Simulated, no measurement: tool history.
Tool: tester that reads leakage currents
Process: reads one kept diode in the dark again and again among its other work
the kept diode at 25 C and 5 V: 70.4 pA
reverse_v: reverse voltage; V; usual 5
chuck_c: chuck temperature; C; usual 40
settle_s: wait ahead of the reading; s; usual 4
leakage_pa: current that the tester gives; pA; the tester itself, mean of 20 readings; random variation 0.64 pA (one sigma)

run 1 day=0 | reverse_v=5 chuck_c=40 settle_s=4 | leakage_pa=228.16
run 2 day=1.85 | reverse_v=11.44 chuck_c=40 settle_s=4 | leakage_pa=358.75
run 3 day=4.062 | reverse_v=5 chuck_c=40 settle_s=1.11 | leakage_pa=230.66
run 4 day=5.354 | reverse_v=5 chuck_c=40 settle_s=1.11 | leakage_pa=230.38
run 5 day=7.683 | reverse_v=5 chuck_c=27 settle_s=4 | leakage_pa=82.95
run 6 day=9.762 | reverse_v=5 chuck_c=27 settle_s=4 | leakage_pa=82.12
run 7 day=12.196 | reverse_v=5 chuck_c=40 settle_s=0.53 | leakage_pa=231.99
run 8 day=14.729 | reverse_v=5 chuck_c=28 settle_s=4 | leakage_pa=89.52
run 9 day=16.729 | reverse_v=5 chuck_c=28 settle_s=4 | leakage_pa=89.47
run 10 day=18.479 | reverse_v=5 chuck_c=31 settle_s=4 | leakage_pa=113.63
run 11 day=20.15 | reverse_v=5 chuck_c=31 settle_s=4 | leakage_pa=113.74
run 12 day=22.162 | reverse_v=5 chuck_c=31 settle_s=4 | leakage_pa=112.87
run 13 day=24.675 | reverse_v=5 chuck_c=31 settle_s=4 | leakage_pa=112.73
run 14 day=25.908 | reverse_v=5 chuck_c=31 settle_s=4 | leakage_pa=113.5
run 15 day=27.558 | reverse_v=5 chuck_c=31 settle_s=9.46 | leakage_pa=113.39
-- day=27.825 tester calibrated
run 16 day=29.238 | reverse_v=5 chuck_c=40 settle_s=7.81 | leakage_pa=227.23
run 17 day=31.525 | reverse_v=5 chuck_c=40 settle_s=7.81 | leakage_pa=226.82
run 18 day=33.762 | reverse_v=5 chuck_c=40 settle_s=6.73 | leakage_pa=227.71
-- day=34.017 tester calibrated, once more
run 19 day=36.388 | reverse_v=5 chuck_c=40 settle_s=6.73 | leakage_pa=225.14
run 20 day=37.917 | reverse_v=5 chuck_c=37 settle_s=4 | leakage_pa=179.68
run 21 day=39.842 | reverse_v=2.84 chuck_c=30 settle_s=4 | leakage_pa=76.62
run 22 day=41.046 | reverse_v=9.27 chuck_c=53 settle_s=1.96 | leakage_pa=808.82
run 23 day=42.133 | reverse_v=9.27 chuck_c=53 settle_s=1.96 | leakage_pa=810.44
run 24 day=44.475 | reverse_v=5 chuck_c=29 settle_s=4 | leakage_pa=96.14

Run 25 comes next. What will it give?
run 25 day=46.1 | reverse_v=3.85 chuck_c=20 settle_s=0.46 | leakage_pa=?

{"run 25": {"leakage_pa": 42.01}}
Without the tool's hidden state the same run would have given leakage_pa 42.81 pA.
